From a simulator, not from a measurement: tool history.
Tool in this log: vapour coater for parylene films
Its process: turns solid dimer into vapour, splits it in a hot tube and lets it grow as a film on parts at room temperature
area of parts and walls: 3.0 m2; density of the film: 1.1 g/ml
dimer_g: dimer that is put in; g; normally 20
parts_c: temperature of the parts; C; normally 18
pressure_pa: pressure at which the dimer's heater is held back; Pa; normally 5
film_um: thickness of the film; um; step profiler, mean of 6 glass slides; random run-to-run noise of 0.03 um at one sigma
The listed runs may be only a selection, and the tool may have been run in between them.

| run | day | dimer_g | parts_c | pressure_pa | film_um |
|---|---|---|---|---|---|
| 1 | 0 | 20 | 18 | 5 | 2.75 |
| 2 | 0.912 | 20 | 18 | 5 | 2.72 |
| 3 | 1.767 | 20 | 18 | 5 | 2.69 |
| 4 | 2.275 | 20 | 18 | 5 | 2.69 |
| 5 | 3.125 | 20 | 18 | 5 | 2.66 |
| 6 | 3.717 | 20 | 24 | 5 | 2.14 |
| 7 | 4.512 | 10 | 18 | 5 | 1.36 |
| 8 | 5.454 | 10 | 18 | 5 | 1.36 |
| 9 | 6.062 | 20 | 18 | 5 | 2.72 |
| 10 | 7.092 | 20 | 18 | 5 | 2.68 |
| 11 | 7.888 | 20 | 18 | 5 | 2.73 |
| 12 | 8.483 | 20 | 18 | 5 | 2.65 |
| 13 | 9.042 | 20 | 18 | 5 | 2.69 |
| 14 | 9.979 | 20 | 18 | 5 | 2.67 |
| 15 | 10.529 | 20 | 18 | 5 | 2.7 |
| 16 | 11.321 | 20 | 18 | 5 | 2.65 |
| 17 | 11.829 | 20 | 18 | 5 | 2.68 |
| 18 | 12.467 | 9 | 18 | 2.73 | 1.27 |
| 19 | 13.304 | 9 | 18 | 2.73 | 1.32 |
| 20 | 13.854 | 9 | 18 | 2.73 | 1.29 |
| 21 | 14.508 | 9 | 13 | 8.94 | 1.37 |
| 22 | 15.171 | 15 | 18 | 7.51 | 1.91 |
| 23 | 16.038 | 24 | 22 | 3.62 | 2.82 |
| 24 | 17.017 | 18 | 22 | 3.62 | 2.06 |
| 25 | 17.529 | 18 | 22 | 3.62 | 2.08 |
| 26 | 18.421 | 25 | 15 | 5.68 | 3.65 |
| 27 | 19.225 | 17 | 13 | 2.84 | 2.96 |
| 28 | 20.042 | 33 | 17 | 8.37 | 4.24 |
| 29 | 20.696 | 35 | 10 | 6.59 | 6.15 |
| 30 | 21.321 | 19 | 15 | 2.35 | 3.11 |
| 31 | 21.867 | 20 | 29 | 5.96 | 1.61 |

What would each run have given without the hidden state, its run-to-run variation left as it was?
Hidden state present: vapour lost through the trap's worn valve, %; true temperature of the parts over the reading, C; drift of the gauge itself on film_um, %.
| run | film_um |
|---|---|
| 1 | 2.8 |
| 2 | 2.77 |
| 3 | 2.74 |
| 4 | 2.75 |
| 5 | 2.72 |
| 6 | 2.19 |
| 7 | 1.39 |
| 8 | 1.39 |
| 9 | 2.8 |
| 10 | 2.76 |
| 11 | 2.81 |
| 12 | 2.73 |
| 13 | 2.78 |
| 14 | 2.76 |
| 15 | 2.79 |
| 16 | 2.75 |
| 17 | 2.78 |
| 18 | 1.32 |
| 19 | 1.37 |
| 20 | 1.34 |
| 21 | 1.43 |
| 22 | 1.99 |
| 23 | 2.95 |
| 24 | 2.15 |
| 25 | 2.18 |
| 26 | 3.82 |
| 27 | 3.11 |
| 28 | 4.45 |
| 29 | 6.46 |
| 30 | 3.27 |
| 31 | 1.7 |
